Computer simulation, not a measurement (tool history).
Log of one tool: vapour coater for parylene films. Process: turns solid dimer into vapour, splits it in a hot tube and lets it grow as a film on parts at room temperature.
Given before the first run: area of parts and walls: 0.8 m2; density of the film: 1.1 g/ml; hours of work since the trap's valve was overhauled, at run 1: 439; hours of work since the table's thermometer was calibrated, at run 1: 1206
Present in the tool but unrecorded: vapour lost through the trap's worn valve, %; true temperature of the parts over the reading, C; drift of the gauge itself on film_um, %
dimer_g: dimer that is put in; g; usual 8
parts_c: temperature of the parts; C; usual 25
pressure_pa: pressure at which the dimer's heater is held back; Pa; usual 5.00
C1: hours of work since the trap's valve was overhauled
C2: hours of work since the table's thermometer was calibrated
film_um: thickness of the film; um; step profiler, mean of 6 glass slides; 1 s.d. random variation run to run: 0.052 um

{"run": 1, "hour": 0.0, "dimer_g": 8, "parts_c": 25, "pressure_pa": 5.0, "C1": 439, "C2": 1206, "film_um": 5.33}
{"run": 2, "hour": 41.3, "dimer_g": 8, "parts_c": 25, "pressure_pa": 2.29, "C1": 465, "C2": 1233, "film_um": 6.21}
{"hour": 56.4, "done": "trap's valve overhauled"}
{"run": 3, "hour": 86.9, "dimer_g": 8, "parts_c": 25, "pressure_pa": 2.22, "C1": 20, "C2": 1260, "film_um": 6.87}
{"run": 4, "hour": 124.8, "dimer_g": 8, "parts_c": 21, "pressure_pa": 5.0, "C1": 44, "C2": 1284, "film_um": 6.41}
{"run": 5, "hour": 184.2, "dimer_g": 8, "parts_c": 21, "pressure_pa": 5.0, "C1": 82, "C2": 1322, "film_um": 6.45}
{"run": 6, "hour": 245.2, "dimer_g": 8, "parts_c": 21, "pressure_pa": 5.0, "C1": 122, "C2": 1362, "film_um": 6.35}
{"run": 7, "hour": 299.1, "dimer_g": 8, "parts_c": 21, "pressure_pa": 5.0, "C1": 156, "C2": 1396, "film_um": 6.29}
{"run": 8, "hour": 344.0, "dimer_g": 8, "parts_c": 21, "pressure_pa": 5.0, "C1": 185, "C2": 1425, "film_um": 6.21}
{"run": 9, "hour": 385.8, "dimer_g": 8, "parts_c": 30, "pressure_pa": 5.0, "C1": 212, "C2": 1452, "film_um": 4.98}
{"run": 10, "hour": 446.5, "dimer_g": 8, "parts_c": 30, "pressure_pa": 5.0, "C1": 251, "C2": 1491, "film_um": 4.86}
{"run": 11, "hour": 473.0, "dimer_g": 8, "parts_c": 30, "pressure_pa": 5.0, "C1": 268, "C2": 1508, "film_um": 4.79}
{"run": 12, "hour": 525.3, "dimer_g": 8, "parts_c": 26, "pressure_pa": 5.0, "C1": 302, "C2": 1542, "film_um": 5.35}
{"run": 13, "hour": 566.6, "dimer_g": 8, "parts_c": 26, "pressure_pa": 5.0, "C1": 329, "C2": 1569, "film_um": 5.37}
{"run": 14, "hour": 603.7, "dimer_g": 8, "parts_c": 31, "pressure_pa": 5.0, "C1": 353, "C2": 1593, "film_um": 4.6}
{"run": 15, "hour": 652.9, "dimer_g": 8, "parts_c": 31, "pressure_pa": 5.0, "C1": 384, "C2": 1624, "film_um": 4.58}
{"run": 16, "hour": 715.9, "dimer_g": 8, "parts_c": 25, "pressure_pa": 5.0, "C1": 425, "C2": 1665, "film_um": 5.31}
{"run": 17, "hour": 761.2, "dimer_g": 8, "parts_c": 25, "pressure_pa": 5.0, "C1": 454, "C2": 1694, "film_um": 5.21}
{"hour": 792.0, "done": "trap's valve overhauled"}
{"run": 18, "hour": 811.9, "dimer_g": 8, "parts_c": 25, "pressure_pa": 5.0, "C1": 13, "C2": 1724, "film_um": 5.88}
{"run": 19, "hour": 839.9, "dimer_g": 8, "parts_c": 25, "pressure_pa": 5.0, "C1": 31, "C2": 1742, "film_um": 5.86}
{"run": 20, "hour": 871.4, "dimer_g": 8, "parts_c": 25, "pressure_pa": 2.19, "C1": 51, "C2": 1763, "film_um": 6.76}
{"run": 21, "hour": 918.3, "dimer_g": 8, "parts_c": 25, "pressure_pa": 5.0, "C1": 81, "C2": 1793, "film_um": 5.67}
{"run": 22, "hour": 967.3, "dimer_g": 8, "parts_c": 25, "pressure_pa": 9.44, "C1": 113, "C2": 1824, "film_um": 5.14}
{"run": 23, "hour": 1003.9, "dimer_g": 8, "parts_c": 25, "pressure_pa": 9.44, "C1": 137, "C2": 1848, "film_um": 5.06}
{"run": 24, "hour": 1039.4, "dimer_g": 8, "parts_c": 25, "pressure_pa": 5.0, "C1": 159, "C2": 1871, "film_um": 5.67}
{"run": 25, "hour": 1073.6, "dimer_g": 4, "parts_c": 26, "pressure_pa": 5.0, "C1": 181, "C2": 1893, "film_um": 2.78}
{"run": 26, "hour": 1135.5, "dimer_g": 9, "parts_c": 33, "pressure_pa": 5.0, "C1": 221, "C2": 1933, "film_um": 5.18}
{"run": 27, "hour": 1167.9, "dimer_g": 6, "parts_c": 33, "pressure_pa": 5.0, "C1": 242, "C2": 1954, "film_um": 3.37}
{"run": 28, "hour": 1199.1, "dimer_g": 4, "parts_c": 28, "pressure_pa": 6.79, "C1": 262, "C2": 1974, "film_um": 2.45}
{"run": 29, "hour": 1229.4, "dimer_g": 6, "parts_c": 36, "pressure_pa": 2.22, "C1": 282, "C2": 1993, "film_um": 3.59}
{"run": 30, "hour": 1262.6, "dimer_g": 6, "parts_c": 36, "pressure_pa": 2.22, "C1": 303, "C2": 2015, "film_um": 3.78}
{"run": 31, "hour": 1320.7, "dimer_g": 6, "parts_c": 32, "pressure_pa": 3.41, "C1": 341, "C2": 2052, "film_um": 3.68}
{"run": 32, "hour": 1348.6, "dimer_g": 8, "parts_c": 22, "pressure_pa": 5.0, "C1": 359, "C2": 2070, "film_um": 5.9}
{"run": 33, "hour": 1377.1, "dimer_g": 4, "parts_c": 26, "pressure_pa": 2.92, "C1": 377, "C2": 2088, "film_um": 2.88}
{"run": 34, "hour": 1432.6, "dimer_g": 10, "parts_c": 25, "pressure_pa": 2.78, "C1": 413, "C2": 2124, "film_um": 7.54}
{"run": 35, "hour": 1482.9, "dimer_g": 10, "parts_c": 25, "pressure_pa": 2.78, "C1": 445, "C2": 2157, "film_um": 7.46}
{"hour": 1530.1, "done": "trap's valve overhauled"}
{"run": 36, "hour": 1543.2, "dimer_g": 13, "parts_c": 25, "pressure_pa": 3.21, "C1": 8, "C2": 2193, "film_um": 10.39}
{"run": 37, "hour": 1592.9, "dimer_g": 5, "parts_c": 25, "pressure_pa": 3.2, "C1": 41, "C2": 2225, "film_um": 3.98}
{"hour": 1630.1, "done": "table's thermometer calibrated"}
{"run": 38, "hour": 1649.1, "dimer_g": 5, "parts_c": 18, "pressure_pa": 3.25, "C1": 76, "C2": 12, "film_um": 4.87}
{"run": 39, "hour": 1701.9, "dimer_g": 8, "parts_c": 19, "pressure_pa": 4.43, "C1": 110, "C2": 46, "film_um": 7.04}
{"run": 40, "hour": 1735.3, "dimer_g": 5, "parts_c": 33, "pressure_pa": 6.39, "C1": 132, "C2": 68, "film_um": 2.86}
{"run": 41, "hour": 1779.4, "dimer_g": 4, "parts_c": 33, "pressure_pa": 8.24, "C1": 160, "C2": 96, "film_um": 2.21}
{"run": 42, "hour": 1842.1, "dimer_g": 4, "parts_c": 33, "pressure_pa": 8.24, "C1": 200, "C2": 137, "film_um": 2.15}
{"run": 43, "hour": 1882.8, "dimer_g": 3, "parts_c": 25, "pressure_pa": 5.18, "C1": 227, "C2": 163, "film_um": 2.11}
{"run": 44, "hour": 1929.8, "dimer_g": 5, "parts_c": 29, "pressure_pa": 2.35, "C1": 257, "C2": 193, "film_um": 3.73}
{"run": 45, "hour": 1988.4, "dimer_g": 5, "parts_c": 29, "pressure_pa": 2.35, "C1": 295, "C2": 231, "film_um": 3.71}
{"run": 46, "hour": 2030.3, "dimer_g": 8, "parts_c": 25, "pressure_pa": 4.74, "C1": 322, "C2": 258, "film_um": 5.71}
{"run": 47, "hour": 2068.5, "dimer_g": 4, "parts_c": 36, "pressure_pa": 4.74, "C1": 346, "C2": 283, "film_um": 2.16}

Measured less the same run without the tool's hidden state. The same run-to-run variation is in both; the gauge's scatter may not be:
run=1 film_um=-0.70
run=2 film_um=-0.87
run=3 film_um=-0.19
run=4 film_um=-0.22
run=5 film_um=-0.27
run=6 film_um=-0.33
run=7 film_um=-0.38
run=8 film_um=-0.42
run=9 film_um=-0.37
run=10 film_um=-0.42
run=11 film_um=-0.43
run=12 film_um=-0.53
run=13 film_um=-0.57
run=14 film_um=-0.51
run=15 film_um=-0.56
run=16 film_um=-0.71
run=17 film_um=-0.74
run=18 film_um=-0.17
run=19 film_um=-0.19
run=20 film_um=-0.25
run=21 film_um=-0.26
run=22 film_um=-0.27
run=23 film_um=-0.30
run=24 film_um=-0.36
run=25 film_um=-0.19
run=26 film_um=-0.41
run=27 film_um=-0.29
run=28 film_um=-0.21
run=29 film_um=-0.34
run=30 film_um=-0.37
run=31 film_um=-0.40
run=32 film_um=-0.68
run=33 film_um=-0.35
run=34 film_um=-0.98
run=35 film_um=-1.04
run=36 film_um=-0.35
run=37 film_um=-0.16
run=38 film_um=-0.07
run=39 film_um=-0.16
run=40 film_um=-0.08
run=41 film_um=-0.07
run=42 film_um=-0.10
run=43 film_um=-0.11
run=44 film_um=-0.22
run=45 film_um=-0.25
run=46 film_um=-0.42
run=47 film_um=-0.17

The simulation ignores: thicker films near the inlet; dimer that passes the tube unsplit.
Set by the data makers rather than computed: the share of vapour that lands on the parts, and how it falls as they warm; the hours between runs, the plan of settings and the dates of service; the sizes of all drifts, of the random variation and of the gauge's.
